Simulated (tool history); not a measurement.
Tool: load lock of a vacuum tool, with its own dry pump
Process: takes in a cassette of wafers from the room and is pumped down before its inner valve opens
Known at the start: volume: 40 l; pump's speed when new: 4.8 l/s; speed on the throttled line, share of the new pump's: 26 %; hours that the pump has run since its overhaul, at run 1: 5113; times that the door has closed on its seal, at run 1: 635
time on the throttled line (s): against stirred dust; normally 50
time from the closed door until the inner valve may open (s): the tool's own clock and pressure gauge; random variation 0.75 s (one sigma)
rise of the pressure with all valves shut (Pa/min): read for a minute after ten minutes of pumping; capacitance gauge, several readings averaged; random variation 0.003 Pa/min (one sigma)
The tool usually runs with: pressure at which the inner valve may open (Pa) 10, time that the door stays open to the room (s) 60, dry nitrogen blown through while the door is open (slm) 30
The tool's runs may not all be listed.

| run | hour | time on the throttled line (s) | pressure at which the inner valve may open (Pa) | time that the door stays open to the room (s) | dry nitrogen blown through while the door is open (slm) | hours that the pump has run since its overhaul | times that the door has closed on its seal | incoming humidity of the room's air, % | time from the closed door until the inner valve may open (s) | rise of the pressure with all valves shut (Pa/min) |
|---|---|---|---|---|---|---|---|---|---|---|
| 1 | 0 | 50 | 10 | 60 | 30 | 5113 | 635 | 46.3 | 123.5 | 0.039 |
| 2 | 92.9 | 35 | 10 | 60 | 30 | 5205 | 960 | 42 | 113.2 | 0.036 |
| 3 | 190.1 | 35 | 18 | 60 | 30 | 5303 | 1300 | 43.5 | 107.6 | 0.039 |
| 4 | 316.7 | 50 | 10 | 60 | 30 | 5429 | 1742 | 44.7 | 124.1 | 0.038 |
| 5 | 409.7 | 50 | 7 | 60 | 30 | 5522 | 2067 | 43.9 | 128.8 | 0.043 |
| 6 | 543.3 | 50 | 10 | 60 | 21 | 5656 | 2534 | 43.7 | 123.7 | 0.047 |
| 7 | 692.2 | 50 | 10 | 60 | 21 | 5805 | 3055 | 42.6 | 125 | 0.053 |
| 8 | 826.4 | 50 | 10 | 60 | 30 | 5939 | 3524 | 41.4 | 125.4 | 0.042 |
| 9 | 930.2 | 50 | 10 | 60 | 30 | 6043 | 3887 | 43.1 | 125.6 | 0.051 |
| 10 | 1019.4 | 50 | 10 | 60 | 30 | 6132 | 4199 | 45.1 | 123.1 | 0.052 |
| 11 | 1160.3 | 50 | 10 | 60 | 30 | 6273 | 4692 | 46.3 | 126.5 | 0.057 |
| 12 | 1288.5 | 50 | 10 | 60 | 30 | 6401 | 5139 | 42.1 | 125.4 | 0.056 |
| 13 | 1461.5 | 50 | 10 | 60 | 30 | 6574 | 5744 | 45.6 | 126.4 | 0.053 |
| 14 | 1573.9 | 87 | 10 | 60 | 30 | 6686 | 6137 | 46.1 | 152 | 0.063 |
| 15 | 1671 | 87 | 10 | 60 | 30 | 6784 | 6477 | 44 | 151.3 | 0.062 |
| 16 | 1800 | 87 | 10 | 60 | 30 | 6913 | 6928 | 44.5 | 153.1 | 0.061 |
| 17 | 1918.5 | 50 | 10 | 60 | 30 | 7031 | 7342 | 46.3 | 127.8 | 0.062 |
| 18 | 2067.7 | 50 | 10 | 60 | 30 | 7180 | 7863 | 49.2 | 126.8 | 0.063 |
| 19 | 2180.3 | 45 | 9 | 39 | 35 | 7293 | 8257 | 42.4 | 126.4 | 0.051 |
| 20 | 2321.8 | 33 | 12 | 56 | 19 | 7434 | 8752 | 44.5 | 114.6 | 0.072 |
| 21 | 2490.6 | 33 | 12 | 56 | 19 | 7603 | 9342 | 49.9 | 114.9 | 0.083 |
| 22 | 2621.5 | 33 | 12 | 56 | 19 | 7734 | 9799 | 44.2 | 115.9 | 0.08 |
| 23 | 2692 | 33 | 12 | 56 | 19 | 7805 | 10046 | 44.3 | 115.3 | 0.081 |

Run 24 comes next. What will it give?
| 24 | 2783.9 | 33 | 12 | 56 | 19 | 7896 | 10367 | 45 | ? | ? |

Run 24 gave time from the closed door until the inner valve may open (s) 115.6, rise of the pressure with all valves shut (Pa/min) 0.084.
The same run, on a tool lacking any hidden state, would have yielded time from the closed door until the inner valve may open (s) 100.5, rise of the pressure with all valves shut (Pa/min) 0.048.
